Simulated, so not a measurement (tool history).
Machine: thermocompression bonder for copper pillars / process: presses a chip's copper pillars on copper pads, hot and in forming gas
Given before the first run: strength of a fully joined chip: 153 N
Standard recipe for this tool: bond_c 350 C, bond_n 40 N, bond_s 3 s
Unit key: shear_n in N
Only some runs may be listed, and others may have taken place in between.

| run | hour | bond_c | bond_n | bond_s | shear_n |
|---|---|---|---|---|---|
| 1 | 0.0 | 350 | 40 | 3 | 80.4 |
| 2 | 17.0 | 350 | 40 | 3 | 80.3 |
| 3 | 43.1 | 350 | 40 | 3 | 80.1 |
| 4 | 62.2 | 350 | 40 | 3 | 79.7 |
| 5 | 89.5 | 350 | 40 | 3 | 80.0 |
| 6 | 108.3 | 350 | 40 | 3 | 78.6 |
| 7 | 129.5 | 350 | 40 | 3 | 78.9 |
| 8 | 144.8 | 350 | 40 | 2 | 69.4 |
| 9 | 171.8 | 350 | 40 | 3 | 79.6 |
| 10 | 190.6 | 350 | 40 | 3 | 80.4 |
| 11 | 202.6 | 350 | 40 | 3 | 79.9 |
| 12 | 214.4 | 350 | 40 | 3 | 79.6 |
| 13 | 230.5 | 350 | 40 | 3 | 78.3 |
| 14 | 244.9 | 360 | 40 | 3 | 83.0 |
| 15 | 256.0 | 360 | 30 | 5 | 79.8 |
| 16 | 268.5 | 329 | 31 | 5 | 67.3 |
| 17 | 294.4 | 350 | 38 | 5 | 89.4 |
| 18 | 312.3 | 350 | 40 | 6 | 97.8 |
| 19 | 337.1 | 362 | 40 | 2 | 73.5 |
| 20 | 348.3 | 338 | 43 | 2 | 66.7 |
| 21 | 366.2 | 338 | 43 | 7 | 99.6 |
| 22 | 384.4 | 326 | 35 | 2 | 52.2 |
| 23 | 405.3 | 326 | 35 | 2 | 51.4 |
| 24 | 420.6 | 326 | 35 | 2 | 52.4 |

Taken out of this log: 1 entry between the listed runs. Where each belongs, and how the hidden state differs across it:
From run 21 to run 22: forming gas filter changed (hour 382.8)
  true temperature of the bond over the reading, C: 6.9 -> 7; force that reaches the chip, % of what is set: 95.5 -> 95.4; oxide that the forming gas leaves, % of the face: 3.74 -> 0.64
  measured minus no-state result, shear_n: -2.7 -> +0.5 N
